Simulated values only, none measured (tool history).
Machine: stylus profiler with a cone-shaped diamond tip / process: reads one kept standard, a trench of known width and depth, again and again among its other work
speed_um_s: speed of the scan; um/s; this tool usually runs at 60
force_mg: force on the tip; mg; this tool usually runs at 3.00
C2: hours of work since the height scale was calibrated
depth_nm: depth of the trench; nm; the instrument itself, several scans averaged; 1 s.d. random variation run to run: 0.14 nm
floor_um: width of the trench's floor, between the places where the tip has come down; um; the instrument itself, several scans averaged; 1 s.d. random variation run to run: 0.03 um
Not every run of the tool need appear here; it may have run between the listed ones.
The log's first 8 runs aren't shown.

Run 9, hour 173.8: usual settings; scans with this tip 2495; C2 182. Result: depth_nm 503.65 nm, floor_um 16.46 um.
Run 10, hour 202.5: usual settings; scans with this tip 2739; C2 199. Result: depth_nm 503.73 nm, floor_um 16.49 um.
Run 11, hour 220.0: usual settings; scans with this tip 2888; C2 210. Result: depth_nm 503.87 nm, floor_um 16.52 um.
Run 12, hour 242.2: usual settings; scans with this tip 3076; C2 224. Result: depth_nm 504.22 nm, floor_um 16.42 um.
Run 13, hour 271.0: usual settings; scans with this tip 3320; C2 242. Result: depth_nm 503.80 nm, floor_um 16.39 um.
Run 14, hour 299.3: usual settings; scans with this tip 3560; C2 259. Result: depth_nm 503.97 nm, floor_um 16.45 um.
Run 15, hour 324.3: usual settings; scans with this tip 3773; C2 275. Result: depth_nm 503.96 nm, floor_um 16.33 um.
Run 16, hour 346.9: usual settings; scans with this tip 3964; C2 288. Result: depth_nm 503.93 nm, floor_um 16.40 um.
Run 17, hour 364.0: usual settings; scans with this tip 4109; C2 299. Result: depth_nm 503.78 nm, floor_um 16.37 um.
Run 18, hour 384.6: usual settings but speed_um_s 53 um/s, force_mg 4.50 mg; scans with this tip 4285; C2 312. Result: depth_nm 505.21 nm, floor_um 16.42 um.
Run 19, hour 405.2: usual settings but speed_um_s 53 um/s, force_mg 4.50 mg; scans with this tip 4459; C2 325. Result: depth_nm 505.33 nm, floor_um 16.44 um.
Run 20, hour 421.7: usual settings but speed_um_s 73 um/s, force_mg 4.57 mg; scans with this tip 4600; C2 335. Result: depth_nm 505.21 nm, floor_um 16.34 um.
Run 21, hour 442.5: usual settings but force_mg 1.03 mg; scans with this tip 4775; C2 348. Result: depth_nm 502.34 nm, floor_um 16.09 um.
Run 22, hour 464.7: usual settings but speed_um_s 36 um/s, force_mg 2.16 mg; scans with this tip 4964; C2 361. Result: depth_nm 503.21 nm, floor_um 16.44 um.
Run 23, hour 484.4: usual settings but speed_um_s 36 um/s, force_mg 2.16 mg; scans with this tip 5131; C2 373. Result: depth_nm 503.31 nm, floor_um 16.40 um.
At hour 486.9: height scale calibrated on a step standard.
Run 24, hour 500.7: usual settings but speed_um_s 223 um/s, force_mg 7.96 mg; scans with this tip 5265; C2 9. Result: depth_nm 507.69 nm, floor_um 15.88 um.

Expected results for the next run?
Run 25, hour 515.7: usual settings but speed_um_s 223 um/s, force_mg 1.60 mg; scans with this tip 5392; C2 18. Result: depth_nm ?, floor_um ?.

depth_nm: 502.85 nm
floor_um: 15.00 um
With no hidden state in the tool, this same run would have given depth_nm 502.20 nm, floor_um 15.43 um.
